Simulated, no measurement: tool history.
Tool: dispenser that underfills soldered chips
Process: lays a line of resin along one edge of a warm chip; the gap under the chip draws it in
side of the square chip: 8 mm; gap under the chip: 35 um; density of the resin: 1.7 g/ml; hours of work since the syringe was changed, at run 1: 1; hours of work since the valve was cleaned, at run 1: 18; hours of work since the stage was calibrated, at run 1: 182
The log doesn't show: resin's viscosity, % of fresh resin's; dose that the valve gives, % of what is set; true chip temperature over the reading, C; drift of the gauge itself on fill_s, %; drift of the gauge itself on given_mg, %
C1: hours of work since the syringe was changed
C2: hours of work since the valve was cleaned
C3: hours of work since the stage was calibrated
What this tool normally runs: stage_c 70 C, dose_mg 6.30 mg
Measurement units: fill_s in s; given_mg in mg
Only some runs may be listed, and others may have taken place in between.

{"run": 1, "hour": 0.0, "stage_c": 70, "dose_mg": 6.3, "C1": 1, "C2": 18, "C3": 182, "fill_s": 118.0, "given_mg": 6.24}
{"run": 2, "hour": 5.4, "stage_c": 70, "dose_mg": 6.3, "C1": 4, "C2": 22, "C3": 185, "fill_s": 149.7, "given_mg": 6.23}
{"run": 3, "hour": 10.9, "stage_c": 65, "dose_mg": 6.3, "C1": 7, "C2": 25, "C3": 189, "fill_s": 236.1, "given_mg": 6.25}
{"hour": 16.2, "done": "new syringe of resin"}
{"run": 4, "hour": 21.0, "stage_c": 65, "dose_mg": 6.3, "C1": 3, "C2": 31, "C3": 194, "fill_s": 168.5, "given_mg": 6.21}
{"run": 5, "hour": 31.2, "stage_c": 65, "dose_mg": 6.3, "C1": 9, "C2": 37, "C3": 201, "fill_s": 260.0, "given_mg": 6.15}
{"hour": 34.0, "done": "new syringe of resin"}
{"run": 6, "hour": 36.7, "stage_c": 70, "dose_mg": 5.52, "C1": 2, "C2": 40, "C3": 204, "fill_s": 125.4, "given_mg": 5.42}
{"run": 7, "hour": 43.0, "stage_c": 70, "dose_mg": 7.78, "C1": 5, "C2": 44, "C3": 207, "fill_s": 161.7, "given_mg": 7.63}
{"run": 8, "hour": 48.2, "stage_c": 60, "dose_mg": 6.3, "C1": 9, "C2": 47, "C3": 211, "fill_s": 322.1, "given_mg": 6.17}
{"hour": 51.7, "done": "new syringe of resin"}
{"run": 9, "hour": 56.5, "stage_c": 60, "dose_mg": 6.3, "C1": 3, "C2": 52, "C3": 215, "fill_s": 218.3, "given_mg": 6.14}
{"run": 10, "hour": 62.6, "stage_c": 63, "dose_mg": 6.3, "C1": 7, "C2": 56, "C3": 219, "fill_s": 242.8, "given_mg": 6.15}
{"hour": 69.0, "done": "new syringe of resin"}
{"run": 11, "hour": 73.7, "stage_c": 63, "dose_mg": 6.3, "C1": 3, "C2": 62, "C3": 226, "fill_s": 185.9, "given_mg": 6.14}
{"run": 12, "hour": 79.8, "stage_c": 56, "dose_mg": 6.3, "C1": 7, "C2": 66, "C3": 229, "fill_s": 331.5, "given_mg": 6.12}
{"run": 13, "hour": 85.6, "stage_c": 56, "dose_mg": 6.3, "C1": 10, "C2": 69, "C3": 233, "fill_s": 429.9, "given_mg": 6.1}
{"hour": 86.9, "done": "new syringe of resin"}
{"run": 14, "hour": 95.1, "stage_c": 76, "dose_mg": 6.25, "C1": 5, "C2": 75, "C3": 238, "fill_s": 121.6, "given_mg": 6.05}
{"hour": 104.8, "done": "new syringe of resin"}
{"run": 15, "hour": 106.8, "stage_c": 76, "dose_mg": 6.25, "C1": 1, "C2": 82, "C3": 245, "fill_s": 95.5, "given_mg": 6.02}
{"run": 16, "hour": 112.1, "stage_c": 76, "dose_mg": 6.98, "C1": 4, "C2": 85, "C3": 248, "fill_s": 116.7, "given_mg": 6.7}
{"run": 17, "hour": 119.1, "stage_c": 79, "dose_mg": 7.17, "C1": 9, "C2": 89, "C3": 253, "fill_s": 142.5, "given_mg": 6.87}
{"hour": 122.2, "done": "new syringe of resin"}
{"run": 18, "hour": 126.5, "stage_c": 67, "dose_mg": 6.77, "C1": 3, "C2": 93, "C3": 257, "fill_s": 148.5, "given_mg": 6.48}
{"run": 19, "hour": 131.6, "stage_c": 83, "dose_mg": 7.64, "C1": 6, "C2": 96, "C3": 260, "fill_s": 95.1, "given_mg": 7.31}
{"hour": 139.6, "done": "dispensing valve cleaned and set on the balance"}
{"hour": 140.4, "done": "new syringe of resin"}
{"run": 20, "hour": 142.4, "stage_c": 83, "dose_mg": 7.64, "C1": 1, "C2": 1, "C3": 266, "fill_s": 67.6, "given_mg": 7.63}
{"run": 21, "hour": 149.5, "stage_c": 78, "dose_mg": 5.95, "C1": 5, "C2": 6, "C3": 270, "fill_s": 115.4, "given_mg": 5.9}
{"hour": 158.0, "done": "new syringe of resin"}
{"run": 22, "hour": 160.5, "stage_c": 74, "dose_mg": 7.17, "C1": 1, "C2": 12, "C3": 276, "fill_s": 100.2, "given_mg": 7.12}
{"run": 23, "hour": 171.2, "stage_c": 58, "dose_mg": 7.68, "C1": 8, "C2": 19, "C3": 283, "fill_s": 330.8, "given_mg": 7.62}
{"hour": 175.4, "done": "new syringe of resin"}
{"run": 24, "hour": 176.5, "stage_c": 73, "dose_mg": 7.47, "C1": 1, "C2": 22, "C3": 286, "fill_s": 98.2, "given_mg": 7.38}
{"run": 25, "hour": 186.0, "stage_c": 73, "dose_mg": 7.47, "C1": 6, "C2": 27, "C3": 292, "fill_s": 148.0, "given_mg": 7.34}

Each run again, without the hidden state but with its own random variation kept:
run=1 fill_s=115.8 given_mg=6.29
run=2 fill_s=115.9 given_mg=6.28
run=3 fill_s=144.6 given_mg=6.31
run=4 fill_s=146.6 given_mg=6.29
run=5 fill_s=144.9 given_mg=6.25
run=6 fill_s=118.2 given_mg=5.51
run=7 fill_s=116.2 given_mg=7.78
run=8 fill_s=185.7 given_mg=6.30
run=9 fill_s=187.0 given_mg=6.28
run=10 fill_s=159.3 given_mg=6.30
run=11 fill_s=159.6 given_mg=6.31
run=12 fill_s=219.6 given_mg=6.30
run=13 fill_s=221.1 given_mg=6.30
run=14 fill_s=90.6 given_mg=6.26
run=15 fill_s=91.0 given_mg=6.25
run=16 fill_s=88.5 given_mg=6.96
run=17 fill_s=79.8 given_mg=7.15
run=18 fill_s=131.3 given_mg=6.77
run=19 fill_s=67.1 given_mg=7.64
run=20 fill_s=66.0 given_mg=7.64
run=21 fill_s=83.1 given_mg=5.92
run=22 fill_s=96.9 given_mg=7.17
run=23 fill_s=202.6 given_mg=7.70
run=24 fill_s=102.0 given_mg=7.47
run=25 fill_s=101.5 given_mg=7.44
